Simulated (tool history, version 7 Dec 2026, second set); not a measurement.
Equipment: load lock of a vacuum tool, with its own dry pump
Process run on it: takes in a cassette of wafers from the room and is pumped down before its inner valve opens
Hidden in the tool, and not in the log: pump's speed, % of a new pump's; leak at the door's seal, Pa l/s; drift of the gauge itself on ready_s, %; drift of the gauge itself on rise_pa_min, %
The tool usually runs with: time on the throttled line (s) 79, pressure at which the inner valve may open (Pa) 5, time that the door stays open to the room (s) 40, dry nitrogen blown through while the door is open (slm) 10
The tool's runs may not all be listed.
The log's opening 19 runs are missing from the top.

run	day	time on the throttled line (s)	pressure at which the inner valve may open (Pa)	time that the door stays open to the room (s)	dry nitrogen blown through while the door is open (slm)	hours that the pump has run since its overhaul	times that the door has closed on its seal	incoming humidity of the room's air, %	time from the closed door until the inner valve may open (s)	rise of the pressure with all valves shut (Pa/min)
20	57.292	90	5	76	26	6018	18723	45.3	133.1	0.022
21	60.792	79	4	106	10	6102	19118	47.2	127.6	0.045
22	63.308	79	4	106	10	6163	19401	47.7	127.5	0.049
23	65.675	47	6	40	10	6220	19668	43.7	97.5	0.027
24	69.767	79	8	229	10	6318	20129	46.6	121.9	0.057
25	73.462	146	5	40	20	6406	20545	43.1	179.6	0.017
26	77.371	146	5	40	20	6500	20986	41.0	180.6	0.022
27	79.383	79	7	40	8	6549	21212	42.7	123.0	0.026
28	82.983	150	5	41	6	6635	21618	44.6	182.8	0.026
29	86.242	150	5	41	6	6713	21985	42.7	182.2	0.031
30	90.433	79	6	40	10	6814	22458	44.6	123.8	0.025
31	93.525	79	6	40	10	6888	22806	38.8	124.1	0.020

For run 32, what comes out?
32	96.575	89	5	40	11	6961	23150	45.4	?	?

Run 32 produced time from the closed door until the inner valve may open (s) 131.6, rise of the pressure with all valves shut (Pa/min) 0.024.
Had the tool carried no hidden state, the very same run would have given time from the closed door until the inner valve may open (s) 131.6, rise of the pressure with all valves shut (Pa/min) 0.024.
